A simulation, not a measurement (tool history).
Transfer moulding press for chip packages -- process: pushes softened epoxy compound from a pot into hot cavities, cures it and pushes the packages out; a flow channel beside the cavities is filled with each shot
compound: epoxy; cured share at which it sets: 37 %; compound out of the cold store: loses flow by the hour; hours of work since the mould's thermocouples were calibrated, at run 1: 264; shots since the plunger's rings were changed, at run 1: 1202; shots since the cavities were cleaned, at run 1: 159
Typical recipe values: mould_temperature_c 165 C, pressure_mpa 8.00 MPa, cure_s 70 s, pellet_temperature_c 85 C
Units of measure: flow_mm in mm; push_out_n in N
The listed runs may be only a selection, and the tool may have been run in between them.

run   hour  mould_temperature_c  pressure_mpa  cure_s  pellet_temperature_c  hours of work since the mould's thermocouples were calibrated  shots since the plunger's rings were changed  shots since the cavities were cleaned  incoming compound's hours out of the cold store  flow_mm  push_out_n
  1    0.0                  165          8.00      70                    85                                                            264                                          1202                                    159                                             12.1      713         431
  2   13.8                  165          8.00      70                    85                                                            270                                          1360                                    317                                             13.6      698         447
  3   30.2                  165          8.00      70                    85                                                            277                                          1548                                    505                                             32.9      631         435
  4   44.6                  171          8.00      70                    85                                                            283                                          1713                                    670                                             47.3      563         399
  5   58.1                  171          8.00      70                    85                                                            288                                          1868                                    825                                             37.9      587         377
      73.3  -- cavities cleaned with cleaning compound and waxed
  6   75.2                  171          9.54      70                    85                                                            295                                          2046                                     21                                             45.8      616         383
  7   87.1                  171          9.54      70                    85                                                            300                                          2182                                    157                                             25.5      699         367
  8   96.0                  171          9.54      70                    85                                                            304                                          2285                                    260                                             43.1      636         373
  9  111.5                  171          9.54      70                    85                                                            310                                          2462                                    437                                             34.1      658         386
 10  127.8                  165          8.00      70                    85                                                            317                                          2649                                    624                                             26.6      652         436
 11  142.4                  165          8.00      70                    85                                                            323                                          2816                                    791                                             42.2      603         432
 12  155.1                  165          9.26      70                    85                                                            329                                          2962                                    937                                             23.6      714         449
     160.2  -- cavities cleaned with cleaning compound and waxed
 13  165.8                  172          9.26      70                    85                                                            332                                          3067                                     64                                             11.1      735         388
     176.7  -- plunger's sealing rings changed
 14  176.7                  172          9.26      70                    85                                                            336                                             0                                    159                                             23.5      687         369
 15  185.1                  161          8.00      68                    79                                                            340                                            98                                    257                                             22.3      673         636
 16  194.1                  161          8.71      86                    91                                                            343                                           200                                    359                                             35.8      659         422
 17  206.2                  161          8.71      86                    91                                                            348                                           339                                    498                                             16.1      731         408
 18  220.5                  161          8.71      86                    91                                                            354                                           503                                    662                                             16.1      743         428
 19  235.3                  161          7.45     101                    80                                                            361                                           672                                    831                                             30.6      628         394
     249.8  -- cavities cleaned with cleaning compound and waxed
 20  252.1                  159          7.21      74                    89                                                            367                                           848                                     27                                             39.7      594         553
 21  259.9                  159          7.21      74                    89                                                            370                                           937                                    116                                             20.8      655         555
 22  274.8                  159          7.21      74                    89                                                            377                                          1107                                    286                                             45.0      570         550
 23  288.0                  165          8.00      95                    78                                                            382                                          1259                                    438                                             31.0      640         379
 24  304.4                  165          8.52     110                    84                                                            389                                          1447                                    626                                             30.2      661         368
 25  316.7                  164          9.81     110                    84                                                            394                                          1587                                    766                                             29.0      720         383
 26  333.5                  164          9.81      61                    95                                                            401                                          1780                                    959                                             27.7      718         605
     336.5  -- cavities cleaned with cleaning compound and waxed
 27  343.6                  164          8.58      50                    95                                                            405                                          1879                                     81                                             42.2      614         877
 28  357.1                  164          8.48      82                    86                                                            411                                          2033                                    235                                             21.3      694         397

4 options for the next run, each taken on its own from the tool as it stands now. Forecast them:
  A  366.5                  162          8.00      82                    78                                                            415                                          2141                                    343                                             31.2        ?           ?
  B  366.5                  167          8.40      70                    90                                                            415                                          2141                                    343                                             42.2        ?           ?
  C  366.5                  165          8.00      79                    78                                                            415                                          2141                                    343                                             10.1        ?           ?
  D  366.5                  162          6.34      82                    86                                                            415                                          2141                                    343                                             14.2        ?           ?

run  flow_mm  push_out_n
  A      633         443
  B      601         406
  C      713         424
  D      630         431
Take away the tool's hidden state, keep each run's random variation, and the runs would have read:
run  flow_mm  push_out_n
  A      633         438
  B      601         402
  C      713         419
  D      630         426
